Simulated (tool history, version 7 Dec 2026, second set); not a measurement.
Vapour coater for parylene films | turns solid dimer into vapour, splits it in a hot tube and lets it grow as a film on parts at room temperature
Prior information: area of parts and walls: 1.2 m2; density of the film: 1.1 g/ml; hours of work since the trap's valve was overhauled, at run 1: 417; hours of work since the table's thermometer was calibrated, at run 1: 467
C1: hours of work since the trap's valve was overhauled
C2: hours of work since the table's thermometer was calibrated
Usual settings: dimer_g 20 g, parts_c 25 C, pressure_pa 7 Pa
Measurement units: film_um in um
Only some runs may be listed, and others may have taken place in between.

{"run": 1, "hour": 0.0, "dimer_g": 20, "parts_c": 25, "pressure_pa": 7, "C1": 417, "C2": 467, "film_um": 9.53}
{"run": 2, "hour": 19.2, "dimer_g": 20, "parts_c": 25, "pressure_pa": 8.72, "C1": 430, "C2": 480, "film_um": 9.03}
{"run": 3, "hour": 37.7, "dimer_g": 20, "parts_c": 25, "pressure_pa": 8.72, "C1": 444, "C2": 493, "film_um": 9.04}
{"run": 4, "hour": 59.5, "dimer_g": 20, "parts_c": 25, "pressure_pa": 8.72, "C1": 459, "C2": 509, "film_um": 8.96}
{"run": 5, "hour": 75.8, "dimer_g": 20, "parts_c": 25, "pressure_pa": 7, "C1": 471, "C2": 521, "film_um": 9.26}
{"run": 6, "hour": 90.0, "dimer_g": 20, "parts_c": 25, "pressure_pa": 7, "C1": 481, "C2": 531, "film_um": 9.4}
{"run": 7, "hour": 111.6, "dimer_g": 20, "parts_c": 35, "pressure_pa": 7, "C1": 496, "C2": 546, "film_um": 6.84}
{"run": 8, "hour": 131.8, "dimer_g": 20, "parts_c": 21, "pressure_pa": 7, "C1": 510, "C2": 560, "film_um": 10.81}
{"run": 9, "hour": 150.8, "dimer_g": 20, "parts_c": 21, "pressure_pa": 7, "C1": 524, "C2": 574, "film_um": 10.7}
{"run": 10, "hour": 167.0, "dimer_g": 20, "parts_c": 21, "pressure_pa": 3.27, "C1": 536, "C2": 585, "film_um": 12.95}
{"run": 11, "hour": 183.7, "dimer_g": 17, "parts_c": 25, "pressure_pa": 7, "C1": 547, "C2": 597, "film_um": 7.89}
{"run": 12, "hour": 198.2, "dimer_g": 17, "parts_c": 25, "pressure_pa": 7, "C1": 558, "C2": 608, "film_um": 8.1}
{"run": 13, "hour": 210.9, "dimer_g": 17, "parts_c": 25, "pressure_pa": 7, "C1": 567, "C2": 617, "film_um": 7.93}
{"hour": 215.8, "done": "trap's valve overhauled"}
{"run": 14, "hour": 230.9, "dimer_g": 20, "parts_c": 24, "pressure_pa": 7, "C1": 11, "C2": 628, "film_um": 9.46}
{"run": 15, "hour": 242.4, "dimer_g": 20, "parts_c": 30, "pressure_pa": 4.36, "C1": 19, "C2": 636, "film_um": 8.65}
{"run": 16, "hour": 257.4, "dimer_g": 20, "parts_c": 30, "pressure_pa": 4.36, "C1": 30, "C2": 647, "film_um": 8.54}
{"run": 17, "hour": 279.2, "dimer_g": 20, "parts_c": 30, "pressure_pa": 4.36, "C1": 45, "C2": 662, "film_um": 8.47}
{"run": 18, "hour": 297.1, "dimer_g": 11, "parts_c": 25, "pressure_pa": 4.64, "C1": 58, "C2": 675, "film_um": 5.38}
{"run": 19, "hour": 307.8, "dimer_g": 11, "parts_c": 25, "pressure_pa": 4.64, "C1": 65, "C2": 683, "film_um": 5.43}
{"run": 20, "hour": 324.0, "dimer_g": 11, "parts_c": 25, "pressure_pa": 4.64, "C1": 77, "C2": 694, "film_um": 5.37}
{"hour": 329.3, "done": "trap's valve overhauled, once more"}
{"run": 21, "hour": 339.6, "dimer_g": 29, "parts_c": 21, "pressure_pa": 4.53, "C1": 7, "C2": 703, "film_um": 18.18}
{"run": 22, "hour": 359.2, "dimer_g": 14, "parts_c": 26, "pressure_pa": 10.34, "C1": 21, "C2": 716, "film_um": 6.17}
{"run": 23, "hour": 370.1, "dimer_g": 14, "parts_c": 26, "pressure_pa": 10.34, "C1": 29, "C2": 724, "film_um": 6.15}
{"run": 24, "hour": 387.7, "dimer_g": 14, "parts_c": 26, "pressure_pa": 10.34, "C1": 42, "C2": 737, "film_um": 6.04}

Forecast each of these 4 alternatives for the next run:
{"run": "A", "hour": 406.3, "dimer_g": 14, "parts_c": 26, "pressure_pa": 2.15, "C1": 55, "C2": 750, "film_um": "?"}
{"run": "B", "hour": 406.3, "dimer_g": 14, "parts_c": 26, "pressure_pa": 7.51, "C1": 55, "C2": 750, "film_um": "?"}
{"run": "C", "hour": 406.3, "dimer_g": 11, "parts_c": 25, "pressure_pa": 7, "C1": 55, "C2": 750, "film_um": "?"}
{"run": "D", "hour": 406.3, "dimer_g": 11, "parts_c": 25, "pressure_pa": 4.25, "C1": 55, "C2": 750, "film_um": "?"}

run=A film_um=8.82
run=B film_um=6.63
run=C film_um=5.37
run=D film_um=6.12
Stripped of hidden state, with their random variation kept, the same runs would have yielded:
run=A film_um=9.01
run=B film_um=6.77
run=C film_um=5.48
run=D film_um=6.25
